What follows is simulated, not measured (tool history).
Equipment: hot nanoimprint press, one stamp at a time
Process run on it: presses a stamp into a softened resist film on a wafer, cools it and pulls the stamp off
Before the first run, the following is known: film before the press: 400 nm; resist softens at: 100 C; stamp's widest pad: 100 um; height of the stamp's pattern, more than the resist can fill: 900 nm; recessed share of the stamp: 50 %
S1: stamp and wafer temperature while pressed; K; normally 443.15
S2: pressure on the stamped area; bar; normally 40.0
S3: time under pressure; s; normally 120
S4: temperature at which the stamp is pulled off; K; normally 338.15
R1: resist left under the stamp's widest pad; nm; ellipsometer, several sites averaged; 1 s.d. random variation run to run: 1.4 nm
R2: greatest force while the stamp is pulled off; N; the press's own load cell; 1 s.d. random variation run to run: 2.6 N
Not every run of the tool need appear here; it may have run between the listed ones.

run     day      S1    S2   S3      S4     R1   R2
  1   0.000  443.15  40.0  120  338.15  231.8  127
  2   0.350  443.15  40.0  120  338.15  231.3  127
  3   0.717  443.15  40.0  120  338.15  231.2  127
  4   1.025  443.15  40.0  120  338.15  234.7  123
  5   1.500  443.15  40.0  120  338.15  234.4  124
  6   2.042  443.15  40.0  120  338.15  232.7  130
  7   2.408  443.15  40.0  120  338.15  232.6  126
  8   2.925  443.15  40.0  120  338.15  229.6  131
  9   3.317  443.15  40.0  120  338.15  230.9  134
 10   3.592  443.15  40.0  120  338.15  232.7  135
 11   3.925  443.15  40.0   87  338.15  257.2  132
 12   4.212  443.15  40.0  119  338.15  235.1  132
 13   4.488  443.15  40.0  119  338.15  233.6  136
 14   4.842  443.15  40.0  119  338.15  235.8  136
 15   5.142  443.15  40.0  120  338.15  234.3  139
 16   5.742  443.15  40.0  120  338.15  232.9  139
 17   6.200  443.15  40.0  221  335.15  194.1  141
 18   6.733  446.15  25.0  236  330.15  214.9  149
 19   7.267  446.15  35.3   72  339.15  262.8  139
 20   7.721  446.15  35.3   72  339.15  261.2  140
 21   8.292  443.15  40.0  163  338.15  214.3  144
 22   8.558  443.15  40.0  163  338.15  212.9  143
 23   9.196  443.15  46.8  120  325.15  219.6  165
 24   9.683  443.15  40.0  120  335.15  233.2  149
 25  10.042  443.15  40.0  120  335.15  236.8  151
 26  10.512  443.15  40.0   76  338.15  267.6  148
 27  11.125  443.15  40.0   76  338.15  265.0  148
 28  11.750  454.15  42.6   76  338.15  190.6  154
 29  12.371  454.15  42.6   76  338.15  190.3  152
 30  12.938  454.15  42.6  164  338.15  145.9  148
 31  13.225  449.15  58.3  164  338.15  145.5  155

Selected run-to-run steps in R1, each split into two signed amounts: the part the tool would show with no hidden state at all (from settings, incoming material and random variation), and the remainder, which goes to the hidden state together with any gauge scatter not common to the measured and the hidden-state-free results:
What the log doesn't record here: true temperature over the reading, C; pressure that arrives at the usual setting, %; grip of the stamp's worn release coat, % over a new coat's; drift of the gauge itself on residual_nm, %; drift of the gauge itself on pull_off_n, %.
Run 18 -> 19: S2 25.0 -> 35.3, S3 236 -> 72, S4 330.15 -> 339.15. R1 +47.9 nm: hidden state +0.5, all else +47.4.
Run 20 -> 21: S1 446.15 -> 443.15, S2 35.3 -> 40.0, S3 72 -> 163, S4 339.15 -> 338.15. R1 -46.9 nm: hidden state +0.5, all else -47.4.
Run 27 -> 28: S1 443.15 -> 454.15, S2 40.0 -> 42.6. R1 -74.4 nm: hidden state -0.9, all else -73.5.
Run 29 -> 30: S3 76 -> 164. R1 -44.4 nm: hidden state -0.8, all else -43.6.
Run 30 -> 31: S1 454.15 -> 449.15, S2 42.6 -> 58.3. R1 -0.4 nm: hidden state +0.9, all else -1.3.
